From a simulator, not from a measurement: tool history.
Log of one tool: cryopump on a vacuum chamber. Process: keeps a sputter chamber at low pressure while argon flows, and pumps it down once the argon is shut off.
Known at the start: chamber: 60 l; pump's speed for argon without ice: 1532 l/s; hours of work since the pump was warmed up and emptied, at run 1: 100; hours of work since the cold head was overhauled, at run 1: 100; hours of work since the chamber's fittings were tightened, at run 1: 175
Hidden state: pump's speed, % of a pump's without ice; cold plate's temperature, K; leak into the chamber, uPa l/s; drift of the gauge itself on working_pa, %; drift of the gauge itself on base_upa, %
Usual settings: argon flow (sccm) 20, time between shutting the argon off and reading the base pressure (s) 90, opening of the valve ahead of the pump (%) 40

| run | hour | argon flow (sccm) | time between shutting the argon off and reading the base pressure (s) | opening of the valve ahead of the pump (%) | hours of work since the pump was warmed up and emptied | hours of work since the cold head was overhauled | hours of work since the chamber's fittings were tightened | pressure while argon flows (Pa) | pressure after the wait (uPa) |
|---|---|---|---|---|---|---|---|---|---|
| 1 | 0 | 20 | 90 | 40 | 100 | 100 | 175 | 0.0553 | 0.8 |
| 2 | 90.5 | 20 | 90 | 40 | 167 | 167 | 242 | 0.0567 | 0.93 |
| 3 | 161.7 | 20 | 90 | 40 | 220 | 220 | 295 | 0.058 | 1.09 |
| 4 | 221.1 | 20 | 90 | 40 | 264 | 264 | 339 | 0.0584 | 1.18 |
| 5 | 260.7 | 20 | 90 | 17 | 293 | 293 | 368 | 0.1337 | 1.19 |
| 6 | 329.3 | 20 | 90 | 17 | 344 | 344 | 419 | 0.1332 | 1.34 |
| 7 | 386.4 | 20 | 90 | 17 | 386 | 386 | 462 | 0.1328 | 1.41 |
| 8 | 429.9 | 20 | 90 | 42 | 419 | 419 | 494 | 0.0577 | 1.54 |
| 9 | 511.1 | 20 | 90 | 40 | 479 | 479 | 554 | 0.0609 | 1.68 |
| 10 | 598.4 | 20 | 90 | 40 | 544 | 544 | 619 | 0.0621 | 1.9 |
| 11 | 638.8 | 34 | 90 | 40 | 574 | 574 | 649 | 0.1061 | 1.92 |
|  | 697.7 | pump warmed up, emptied and cooled again |
| 12 | 709.4 | 34 | 90 | 40 | 9 | 622 | 698 | 0.0941 | 1.63 |
| 13 | 777.6 | 34 | 90 | 40 | 59 | 673 | 748 | 0.0955 | 1.74 |
| 14 | 823.4 | 34 | 90 | 40 | 93 | 707 | 782 | 0.0969 | 1.84 |
| 15 | 895.3 | 20 | 90 | 30 | 147 | 760 | 835 | 0.0757 | 1.96 |
| 16 | 936 | 20 | 90 | 30 | 177 | 790 | 866 | 0.0746 | 2.13 |
| 17 | 987.9 | 20 | 90 | 40 | 215 | 829 | 904 | 0.0575 | 2.21 |
| 18 | 1055.6 | 20 | 90 | 23 | 266 | 879 | 954 | 0.0988 | 2.43 |
| 19 | 1127.8 | 24 | 127 | 60 | 319 | 933 | 1008 | 0.0489 | 2.39 |
| 20 | 1170.7 | 36 | 90 | 16 | 351 | 965 | 1040 | 0.257 | 2.59 |
| 21 | 1220.1 | 36 | 108 | 17 | 388 | 1001 | 1076 | 0.2441 | 2.63 |
| 22 | 1282.5 | 29 | 60 | 27 | 434 | 1048 | 1123 | 0.1279 | 3.03 |
| 23 | 1367.5 | 29 | 63 | 27 | 497 | 1111 | 1186 | 0.1283 | 3.21 |
| 24 | 1451.4 | 39 | 63 | 16 | 559 | 1173 | 1248 | 0.2845 | 3.43 |
|  | 1527.6 | pump warmed up, emptied and cooled again |
| 25 | 1530.2 | 24 | 90 | 15 | 2 | 1228 | 1303 | 0.1777 | 2.67 |
| 26 | 1590.2 | 24 | 90 | 15 | 46 | 1272 | 1347 | 0.1774 | 2.86 |
| 27 | 1643.1 | 24 | 90 | 15 | 86 | 1311 | 1387 | 0.1772 | 2.91 |
| 28 | 1716.1 | 22 | 256 | 16 | 140 | 1366 | 1441 | 0.1528 | 2.94 |
|  | 1744.8 | leaking fittings of the chamber tightened, without venting |
| 29 | 1789.4 | 16 | 53 | 49 | 193 | 1418 | 33 | 0.0382 | 0.79 |
| 30 | 1868.1 | 20 | 152 | 34 | 251 | 1477 | 91 | 0.0679 | 0.59 |
| 31 | 1907.4 | 17 | 28 | 15 | 280 | 1506 | 121 | 0.1289 | 1.48 |
| 32 | 1955.4 | 17 | 148 | 23 | 316 | 1542 | 156 | 0.0861 | 0.73 |
| 33 | 1999.8 | 19 | 23 | 18 | 349 | 1575 | 189 | 0.1208 | 1.78 |
| 34 | 2078.9 | 19 | 23 | 18 | 408 | 1633 | 248 | 0.1205 | 1.9 |
| 35 | 2141.1 | 10 | 32 | 37 | 454 | 1679 | 294 | 0.0325 | 1.79 |

Forecast each of these 3 alternatives for the next run:
| A | 2206.5 | 31 | 90 | 40 | 502 | 1728 | 343 | ? | ? |
| B | 2206.5 | 32 | 108 | 24 | 502 | 1728 | 343 | ? | ? |
| C | 2206.5 | 9 | 90 | 40 | 502 | 1728 | 343 | ? | ? |

| run | pressure while argon flows (Pa) | pressure after the wait (uPa) |
|---|---|---|
| A | 0.0973 | 1.36 |
| B | 0.1578 | 1.27 |
| C | 0.0283 | 1.31 |
Without the tool's hidden state the same runs would have given:
| run | pressure while argon flows (Pa) | pressure after the wait (uPa) |
|---|---|---|
| A | 0.0856 | 0.53 |
| B | 0.1458 | 0.45 |
| C | 0.0249 | 0.49 |

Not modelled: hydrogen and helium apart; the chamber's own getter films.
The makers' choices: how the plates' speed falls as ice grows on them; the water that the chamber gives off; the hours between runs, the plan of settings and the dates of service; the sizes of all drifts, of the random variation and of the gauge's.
